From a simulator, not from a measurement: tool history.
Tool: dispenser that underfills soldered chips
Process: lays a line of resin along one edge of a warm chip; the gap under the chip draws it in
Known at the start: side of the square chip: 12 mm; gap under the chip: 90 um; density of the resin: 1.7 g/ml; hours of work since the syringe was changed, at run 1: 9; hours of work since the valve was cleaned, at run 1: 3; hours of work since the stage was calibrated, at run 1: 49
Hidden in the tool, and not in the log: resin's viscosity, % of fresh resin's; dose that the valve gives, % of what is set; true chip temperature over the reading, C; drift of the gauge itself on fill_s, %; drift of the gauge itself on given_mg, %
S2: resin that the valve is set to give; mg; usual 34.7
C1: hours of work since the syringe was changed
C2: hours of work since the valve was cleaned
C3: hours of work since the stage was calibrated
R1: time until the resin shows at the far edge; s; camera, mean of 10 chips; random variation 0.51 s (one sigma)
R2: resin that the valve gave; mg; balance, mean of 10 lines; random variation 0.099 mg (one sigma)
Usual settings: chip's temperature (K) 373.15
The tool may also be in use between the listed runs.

Run 1, hour 0.0: usual settings; C1 9; C2 3; C3 49. Result: R1 57.2 s, R2 34.60 mg.
At hour 4.0: new syringe of resin.
Run 2, hour 5.3: usual settings; C1 1; C2 7; C3 53. Result: R1 42.6 s, R2 34.68 mg.
Run 3, hour 9.7: usual settings but chip's temperature (K) 388.15; C1 4; C2 10; C3 56. Result: R1 31.4 s, R2 34.55 mg.
Run 4, hour 15.8: usual settings but S2 33.5 mg; C1 9; C2 15; C3 60. Result: R1 58.5 s, R2 33.31 mg.
Run 5, hour 18.9: usual settings but S2 33.5 mg; C1 11; C2 17; C3 63. Result: R1 62.7 s, R2 33.19 mg.
At hour 19.8: new syringe of resin.
Run 6, hour 25.2: usual settings; C1 4; C2 21; C3 67. Result: R1 48.3 s, R2 34.35 mg.
Run 7, hour 30.5: usual settings; C1 8; C2 25; C3 71. Result: R1 54.9 s, R2 34.28 mg.
At hour 35.7: new syringe of resin.
Run 8, hour 36.0: usual settings; C1 0; C2 29; C3 75. Result: R1 42.1 s, R2 34.21 mg.
Run 9, hour 42.2: usual settings; C1 5; C2 34; C3 79. Result: R1 49.6 s, R2 34.05 mg.
Run 10, hour 47.1: usual settings; C1 8; C2 37; C3 83. Result: R1 56.0 s, R2 34.11 mg.
Run 11, hour 49.8: usual settings but S2 38.4 mg; C1 10; C2 39; C3 85. Result: R1 59.7 s, R2 37.72 mg.
At hour 51.6: new syringe of resin.
Run 12, hour 53.3: usual settings but chip's temperature (K) 372.15, S2 38.4 mg; C1 1; C2 41; C3 87. Result: R1 44.4 s, R2 37.57 mg.
Run 13, hour 57.3: usual settings but S2 36.9 mg; C1 4; C2 44; C3 90. Result: R1 48.6 s, R2 36.24 mg.
Run 14, hour 61.8: usual settings but S2 36.9 mg; C1 8; C2 48; C3 94. Result: R1 54.9 s, R2 36.31 mg.
Run 15, hour 64.6: usual settings but S2 36.9 mg; C1 10; C2 50; C3 96. Result: R1 59.4 s, R2 36.17 mg.
At hour 66.5: dispensing valve cleaned and set on the balance.
At hour 68.4: new syringe of resin.
Run 16, hour 68.7: usual settings but S2 36.9 mg; C1 0; C2 1; C3 98. Result: R1 42.4 s, R2 36.72 mg.
Run 17, hour 73.7: usual settings but S2 36.9 mg; C1 4; C2 5; C3 101. Result: R1 47.2 s, R2 36.65 mg.
Run 18, hour 77.0: usual settings but S2 36.9 mg; C1 6; C2 8; C3 104. Result: R1 52.4 s, R2 36.65 mg.
Run 19, hour 82.4: usual settings but S2 33.0 mg; C1 10; C2 11; C3 108. Result: R1 61.4 s, R2 32.84 mg.
At hour 84.1: new syringe of resin.
Run 20, hour 85.6: usual settings but S2 33.0 mg; C1 1; C2 14; C3 110. Result: R1 43.1 s, R2 32.70 mg.
Run 21, hour 91.4: usual settings but chip's temperature (K) 385.15, S2 32.3 mg; C1 5; C2 18; C3 114. Result: R1 35.3 s, R2 31.95 mg.
Run 22, hour 95.4: usual settings but chip's temperature (K) 375.15, S2 30.8 mg; C1 8; C2 21; C3 117. Result: R1 53.4 s, R2 30.50 mg.
At hour 100.0: new syringe of resin.
Run 23, hour 101.5: usual settings but S2 45.1 mg; C1 1; C2 25; C3 122. Result: R1 43.3 s, R2 44.41 mg.
Run 24, hour 107.1: usual settings but chip's temperature (K) 375.15, S2 35.1 mg; C1 5; C2 29; C3 126. Result: R1 48.2 s, R2 34.71 mg.
Run 25, hour 111.4: usual settings but chip's temperature (K) 385.15, S2 30.1 mg; C1 8; C2 32; C3 129. Result: R1 42.9 s, R2 29.67 mg.
Run 26, hour 115.1: usual settings but chip's temperature (K) 385.15, S2 30.1 mg; C1 11; C2 35; C3 131. Result: R1 45.6 s, R2 29.48 mg.
At hour 116.2: new syringe of resin.
Run 27, hour 121.6: usual settings but chip's temperature (K) 385.15, S2 30.1 mg; C1 4; C2 40; C3 136. Result: R1 34.7 s, R2 29.48 mg.

Forecast each of these 3 alternatives for the next run:
Run A, hour 124.6: usual settings but chip's temperature (K) 370.15, S2 30.1 mg; C1 6; C2 42; C3 138. Result: R1 ?, R2 ?.
Run B, hour 124.6: usual settings but chip's temperature (K) 364.15, S2 32.9 mg; C1 6; C2 42; C3 138. Result: R1 ?, R2 ?.
Run C, hour 124.6: usual settings but chip's temperature (K) 374.15, S2 37.7 mg; C1 6; C2 42; C3 138. Result: R1 ?, R2 ?.

run    R1     R2
  A  58.8  29.48
  B  68.2  32.16
  C  50.4  36.82
Without the tool's hidden state the same runs would have given:
run    R1     R2
  A  46.7  30.08
  B  54.0  32.81
  C  40.1  37.56

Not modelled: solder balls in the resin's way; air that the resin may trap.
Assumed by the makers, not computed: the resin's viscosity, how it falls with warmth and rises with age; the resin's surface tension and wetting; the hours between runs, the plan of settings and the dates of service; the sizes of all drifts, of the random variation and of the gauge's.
